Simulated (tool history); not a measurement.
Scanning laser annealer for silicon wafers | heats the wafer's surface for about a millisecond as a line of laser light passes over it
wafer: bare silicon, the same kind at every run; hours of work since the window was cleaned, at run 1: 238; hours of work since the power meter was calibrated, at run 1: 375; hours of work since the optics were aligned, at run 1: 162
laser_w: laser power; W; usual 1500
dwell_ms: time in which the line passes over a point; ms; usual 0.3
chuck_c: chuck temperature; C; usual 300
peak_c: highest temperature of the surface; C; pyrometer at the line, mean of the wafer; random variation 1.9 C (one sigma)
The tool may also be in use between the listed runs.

run,hour,laser_w,dwell_ms,chuck_c,hours of work since the window was cleaned,hours of work since the power meter was calibrated,hours of work since the optics were aligned,peak_c
1,0,1500,0.3,300,238,375,162,1044
2,27.6,1500,0.3,337,252,389,176,1079
3,54.2,1500,0.3,300,265,402,189,1039
4,84.7,1500,0.3,300,280,418,204,1039
5,121,1500,0.3,300,298,436,222,1036
6,151.4,1500,0.3,270,313,451,238,1001
7,185.6,1500,0.3,300,331,468,255,1028
8,210.9,1500,0.211,300,343,481,267,912
9,251,1500,0.3,300,363,501,287,1025
10,286.3,1500,0.3,300,381,518,305,1020
11,327.1,1356,0.3,300,401,539,325,926
12,365.1,1356,0.3,300,420,558,344,924
# hour 388.6: window over the wafer cleaned
13,404.3,1356,0.3,300,8,576,363,977
14,434.8,1405,0.3,300,23,591,378,1003
15,473.4,1277,0.3,300,42,611,397,920
16,491.6,1500,0.3,322,51,620,406,1084
17,522.6,1500,0.3,300,67,635,422,1060
18,544.1,1579,0.214,319,78,646,432,1014
19,575.7,1579,0.214,319,93,662,448,1009

Forecast run 20:
20,593.2,1351,0.227,312,102,670,457,?

Run 20 gave peak_c 886 C.
Without the tool's hidden state the same run would have given peak_c 911 C.
